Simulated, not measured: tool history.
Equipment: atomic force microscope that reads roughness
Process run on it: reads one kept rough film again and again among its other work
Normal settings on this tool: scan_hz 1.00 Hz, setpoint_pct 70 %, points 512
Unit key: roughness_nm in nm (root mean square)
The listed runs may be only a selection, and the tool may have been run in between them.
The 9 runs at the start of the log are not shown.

run     day  scan_hz  setpoint_pct  points  pictures with this tip  hours of work since the height scale was calibrated  roughness_nm
 10   3.583     1.00            70     512                     206                                                  218         2.387
 11   3.892     1.00            64     512                     212                                                  222         2.418
 12   4.167     1.00            70     258                     218                                                  225         2.370
 13   4.475     1.00            70     258                     225                                                  229         2.373
      4.621  -- new tip fitted
 14   4.938     1.00            70     258                       7                                                  234         2.649
 15   5.204     1.00            70     258                      13                                                  238         2.645
 16   5.571     1.00            70     258                      21                                                  242         2.630
 17   5.925     1.48            86     258                      29                                                  247         2.441
 18   6.167     2.39            67     509                      34                                                  250         2.547
 19   6.642     3.49            76     486                      44                                                  255         2.345
      6.708  -- height scale calibrated on a step standard
 20   6.933     1.45            76     486                      50                                                    3         2.528
 21   7.404     1.97            67     711                      60                                                    9         2.542
 22   7.804     1.97            67     711                      69                                                   13         2.520
 23   8.129     2.20            84     711                      76                                                   17         2.348
 24   8.388     1.40            58     837                      82                                                   21         2.589
 25   8.667     1.00            56     512                      88                                                   24         2.590
 26   8.925     1.00            76     337                      94                                                   27         2.502
      9.121  -- height scale calibrated on a step standard, once more
 27   9.300     1.00            76     337                     101                                                    2         2.499
 28   9.504     2.61            63     778                     105                                                    5         2.489
 29   9.754     2.61            63     778                     111                                                    8         2.491
 30  10.112     2.61            63     778                     119                                                   12         2.468

Alternative continuations, all from the tool just after run 30; predict every row:
  A  10.446     1.00            66     512                     126                                                   16             ?
  B  10.446     2.61            67     778                     126                                                   16             ?
  C  10.446     2.25            60     839                     126                                                   16             ?
  D  10.446     1.69            82     778                     126                                                   16             ?
  E  10.446     0.65            70     292                     126                                                   16             ?

run  roughness_nm
  A         2.522
  B         2.418
  C         2.504
  D         2.354
  E         2.537
What these runs would have given with no unlogged condition in the tool:
run  roughness_nm
  A         2.684
  B         2.574
  C         2.665
  D         2.506
  E         2.701

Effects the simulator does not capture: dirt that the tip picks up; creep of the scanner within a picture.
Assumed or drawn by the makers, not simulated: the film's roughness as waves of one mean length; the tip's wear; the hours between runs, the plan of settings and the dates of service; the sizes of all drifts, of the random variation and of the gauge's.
